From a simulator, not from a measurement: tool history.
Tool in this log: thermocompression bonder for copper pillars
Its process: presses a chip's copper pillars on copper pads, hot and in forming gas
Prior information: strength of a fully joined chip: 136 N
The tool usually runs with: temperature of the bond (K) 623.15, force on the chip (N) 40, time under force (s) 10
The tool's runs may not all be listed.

| run | hour | temperature of the bond (K) | force on the chip (N) | time under force (s) | force that shears a chip off (N) |
|---|---|---|---|---|---|
| 1 | 0 | 623.15 | 40 | 10 | 52 |
| 2 | 20.2 | 623.15 | 40 | 15 | 59.6 |
| 3 | 36.9 | 623.15 | 40 | 15 | 60.3 |
| 4 | 52.3 | 623.15 | 55 | 15 | 70.4 |
| 5 | 71.5 | 623.15 | 40 | 27 | 74.2 |
| 6 | 91.7 | 623.15 | 40 | 27 | 74.6 |
| 7 | 104.5 | 623.15 | 40 | 27 | 74 |
| 8 | 115.8 | 623.15 | 40 | 27 | 73.7 |
| 9 | 131 | 623.15 | 40 | 8 | 47.2 |
| 10 | 150.8 | 623.15 | 40 | 8 | 46.9 |
| 11 | 162.9 | 623.15 | 35 | 10 | 47.2 |
| 12 | 175.8 | 623.15 | 35 | 10 | 47.9 |
| 13 | 189 | 623.15 | 35 | 10 | 47.5 |
| 14 | 201.7 | 625.15 | 41 | 12 | 56.1 |
|  | 206.8 | gauge calibrated |
| 15 | 221.6 | 623.15 | 29 | 10 | 44.7 |
| 16 | 236.2 | 623.15 | 28 | 25 | 61.3 |
| 17 | 250.4 | 623.15 | 28 | 25 | 61.4 |
| 18 | 261.6 | 598.15 | 59 | 13 | 53.1 |
| 19 | 270.6 | 599.15 | 38 | 6 | 31.4 |
| 20 | 287.3 | 623.15 | 42 | 10 | 52.8 |
| 21 | 297.9 | 623.15 | 42 | 10 | 53 |
| 22 | 307 | 623.15 | 42 | 10 | 53.3 |
| 23 | 323.4 | 612.15 | 56 | 19 | 68.3 |
| 24 | 332.4 | 612.15 | 56 | 19 | 68.4 |
| 25 | 341.3 | 613.15 | 50 | 13 | 57.3 |
| 26 | 352.1 | 627.15 | 33 | 10 | 48.4 |

Each row is a separate what-if for the run after 26, all from the same tool condition, not one after another. Results?
| A | 362.4 | 637.15 | 33 | 8 | ? |
| B | 362.4 | 643.15 | 28 | 10 | ? |
| C | 362.4 | 644.15 | 44 | 6 | ? |
| D | 362.4 | 631.15 | 52 | 9 | ? |

| run | force that shears a chip off (N) |
|---|---|
| A | 48.8 |
| B | 51.8 |
| C | 53.5 |
| D | 60.9 |
Stripped of hidden state, with their random variation kept, the same runs would have yielded:
| run | force that shears a chip off (N) |
|---|---|
| A | 50.1 |
| B | 53.1 |
| C | 54.9 |
| D | 62.5 |

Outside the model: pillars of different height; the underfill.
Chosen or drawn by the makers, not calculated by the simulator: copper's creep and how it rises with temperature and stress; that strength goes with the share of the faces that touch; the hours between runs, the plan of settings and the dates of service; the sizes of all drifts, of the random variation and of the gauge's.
